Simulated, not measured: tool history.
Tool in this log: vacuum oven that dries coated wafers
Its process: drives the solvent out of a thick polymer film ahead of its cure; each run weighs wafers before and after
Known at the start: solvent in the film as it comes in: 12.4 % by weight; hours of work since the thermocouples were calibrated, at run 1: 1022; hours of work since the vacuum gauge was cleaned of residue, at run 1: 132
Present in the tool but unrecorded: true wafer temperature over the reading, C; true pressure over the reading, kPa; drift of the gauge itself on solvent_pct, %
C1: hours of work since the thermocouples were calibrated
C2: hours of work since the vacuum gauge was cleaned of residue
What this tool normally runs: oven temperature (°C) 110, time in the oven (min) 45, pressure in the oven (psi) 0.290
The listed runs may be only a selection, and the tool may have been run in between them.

Run 1, day 0.000: usual settings; C1 1022; C2 132. Result: solvent left in the film (%) 0.847.
Run 2, day 0.629: usual settings; C1 1030; C2 141. Result: solvent left in the film (%) 0.850.
Run 3, day 1.158: usual settings; C1 1037; C2 148. Result: solvent left in the film (%) 0.849.
Run 4, day 1.608: usual settings; C1 1043; C2 154. Result: solvent left in the film (%) 0.851.
Run 5, day 1.917: usual settings; C1 1047; C2 158. Result: solvent left in the film (%) 0.850.
Run 6, day 2.388: usual settings but oven temperature (°C) 109; C1 1053; C2 164. Result: solvent left in the film (%) 0.895.
Run 7, day 3.000: usual settings but oven temperature (°C) 109; C1 1061; C2 172. Result: solvent left in the film (%) 0.925.
Run 8, day 3.375: usual settings but oven temperature (°C) 109; C1 1066; C2 177. Result: solvent left in the film (%) 0.918.
Run 9, day 4.067: usual settings but oven temperature (°C) 97; C1 1075; C2 186. Result: solvent left in the film (%) 2.033.
Run 10, day 4.596: usual settings but oven temperature (°C) 97, time in the oven (min) 51; C1 1082; C2 193. Result: solvent left in the film (%) 1.715.
Run 11, day 5.154: usual settings but time in the oven (min) 25; C1 1089; C2 200. Result: solvent left in the film (%) 2.130.
Run 12, day 5.512: usual settings but time in the oven (min) 25; C1 1094; C2 205. Result: solvent left in the film (%) 2.131.
Run 13, day 6.104: usual settings but time in the oven (min) 59; C1 1102; C2 213. Result: solvent left in the film (%) 0.602.
Run 14, day 6.750: usual settings but oven temperature (°C) 100, time in the oven (min) 66, pressure in the oven (psi) 0.479; C1 1111; C2 221. Result: solvent left in the film (%) 1.371.
Run 15, day 7.042: usual settings but oven temperature (°C) 100, time in the oven (min) 66, pressure in the oven (psi) 0.479; C1 1114; C2 225. Result: solvent left in the film (%) 1.362.
Run 16, day 7.733: usual settings but oven temperature (°C) 107, time in the oven (min) 32, pressure in the oven (psi) 0.524; C1 1124; C2 234. Result: solvent left in the film (%) 2.096.
Run 17, day 8.121: usual settings but oven temperature (°C) 119; C1 1129; C2 239. Result: solvent left in the film (%) 0.460.

4 options for the next run, each taken on its own from the tool as it stands now. Forecast them:
Run A, day 8.417: usual settings but oven temperature (°C) 96, pressure in the oven (psi) 1.046; C1 1132; C2 243. Result: solvent left in the film (%) ?.
Run B, day 8.417: usual settings but oven temperature (°C) 119, pressure in the oven (psi) 0.184; C1 1132; C2 243. Result: solvent left in the film (%) ?.
Run C, day 8.417: usual settings but oven temperature (°C) 116, time in the oven (min) 36; C1 1132; C2 243. Result: solvent left in the film (%) ?.
Run D, day 8.417: usual settings but oven temperature (°C) 103, time in the oven (min) 23, pressure in the oven (psi) 0.309; C1 1132; C2 243. Result: solvent left in the film (%) ?.

run  solvent left in the film (%)
  A                         3.691
  B                         0.336
  C                         0.802
  D                         3.326
Without the tool's unlogged condition, the same runs would have read:
run  solvent left in the film (%)
  A                         4.094
  B                         0.393
  C                         0.942
  D                         3.666
